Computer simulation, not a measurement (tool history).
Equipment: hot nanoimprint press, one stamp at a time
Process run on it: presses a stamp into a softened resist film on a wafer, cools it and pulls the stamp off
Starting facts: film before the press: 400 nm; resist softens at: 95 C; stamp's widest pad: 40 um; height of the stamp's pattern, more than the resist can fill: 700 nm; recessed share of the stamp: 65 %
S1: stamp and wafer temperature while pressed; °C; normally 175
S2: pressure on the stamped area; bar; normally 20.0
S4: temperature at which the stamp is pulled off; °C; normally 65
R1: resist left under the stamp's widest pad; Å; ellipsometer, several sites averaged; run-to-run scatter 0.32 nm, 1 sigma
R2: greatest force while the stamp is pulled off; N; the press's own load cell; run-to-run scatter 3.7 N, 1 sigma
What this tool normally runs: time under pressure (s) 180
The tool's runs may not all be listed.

run 1 day=0.000 | S1=175 S2=20.0 time_under_pressure_(s)=180 S4=65 | R1=2098 R2=247
run 2 day=1.412 | S1=182 S2=20.0 time_under_pressure_(s)=180 S4=65 | R1=1694 R2=245
run 3 day=2.258 | S1=182 S2=20.0 time_under_pressure_(s)=180 S4=65 | R1=1694 R2=248
run 4 day=3.158 | S1=175 S2=20.0 time_under_pressure_(s)=180 S4=65 | R1=2091 R2=254
-- day=3.675 stamp cleaned and given a new release coat
run 5 day=4.342 | S1=175 S2=20.0 time_under_pressure_(s)=180 S4=65 | R1=2087 R2=175
-- day=5.762 plate thermocouple calibrated
run 6 day=6.050 | S1=175 S2=20.0 time_under_pressure_(s)=180 S4=65 | R1=2055 R2=179
run 7 day=7.696 | S1=175 S2=20.0 time_under_pressure_(s)=150 S4=65 | R1=2168 R2=185
run 8 day=9.225 | S1=175 S2=20.0 time_under_pressure_(s)=150 S4=65 | R1=2168 R2=196
run 9 day=10.033 | S1=175 S2=20.0 time_under_pressure_(s)=180 S4=65 | R1=2048 R2=198
run 10 day=10.879 | S1=175 S2=20.0 time_under_pressure_(s)=180 S4=65 | R1=2045 R2=199
run 11 day=12.246 | S1=175 S2=20.0 time_under_pressure_(s)=180 S4=65 | R1=2043 R2=198
run 12 day=13.425 | S1=175 S2=20.0 time_under_pressure_(s)=180 S4=65 | R1=2039 R2=208
-- day=13.975 plate thermocouple calibrated, once more
run 13 day=14.875 | S1=175 S2=20.0 time_under_pressure_(s)=180 S4=65 | R1=2178 R2=220
run 14 day=16.212 | S1=175 S2=20.0 time_under_pressure_(s)=180 S4=65 | R1=2171 R2=228
run 15 day=17.858 | S1=175 S2=20.0 time_under_pressure_(s)=180 S4=65 | R1=2170 R2=239
run 16 day=19.421 | S1=175 S2=30.4 time_under_pressure_(s)=180 S4=65 | R1=1772 R2=242
run 17 day=20.238 | S1=175 S2=30.4 time_under_pressure_(s)=180 S4=65 | R1=1772 R2=245
run 18 day=21.075 | S1=175 S2=30.4 time_under_pressure_(s)=180 S4=65 | R1=1770 R2=237
run 19 day=21.933 | S1=175 S2=30.4 time_under_pressure_(s)=180 S4=65 | R1=1767 R2=245
run 20 day=22.683 | S1=175 S2=30.4 time_under_pressure_(s)=180 S4=65 | R1=1764 R2=255
run 21 day=23.992 | S1=175 S2=17.3 time_under_pressure_(s)=180 S4=65 | R1=2299 R2=259
-- day=24.625 stamp cleaned and given a new release coat
run 22 day=25.342 | S1=175 S2=17.3 time_under_pressure_(s)=180 S4=65 | R1=2295 R2=185
run 23 day=26.275 | S1=184 S2=25.0 time_under_pressure_(s)=325 S4=53 | R1=1177 R2=243
run 24 day=27.100 | S1=184 S2=25.0 time_under_pressure_(s)=325 S4=53 | R1=1176 R2=238
run 25 day=28.458 | S1=175 S2=20.0 time_under_pressure_(s)=185 S4=68 | R1=2128 R2=177
run 26 day=30.183 | S1=175 S2=20.0 time_under_pressure_(s)=185 S4=68 | R1=2116 R2=182
run 27 day=30.992 | S1=175 S2=20.0 time_under_pressure_(s)=185 S4=68 | R1=2109 R2=186
run 28 day=31.717 | S1=175 S2=20.0 time_under_pressure_(s)=185 S4=68 | R1=2115 R2=186
run 29 day=32.742 | S1=177 S2=19.2 time_under_pressure_(s)=185 S4=68 | R1=2031 R2=178

Consider 3 possible next runs. They are alternatives, not a sequence: every one starts from the tool as it was left by run 29. What does each give?
run A day=33.775 | S1=175 S2=24.8 time_under_pressure_(s)=179 S4=65 | R1=? R2=?
run B day=33.775 | S1=177 S2=14.5 time_under_pressure_(s)=147 S4=53 | R1=? R2=?
run C day=33.775 | S1=181 S2=20.0 time_under_pressure_(s)=180 S4=65 | R1=? R2=?

run=A R1=1928 R2=207
run=B R1=2468 R2=269
run=C R1=1779 R2=208
Stripped of hidden state, with their random variation kept, the same runs would have yielded:
run=A R1=1902 R2=177
run=B R1=2478 R2=229
run=C R1=1766 R2=177
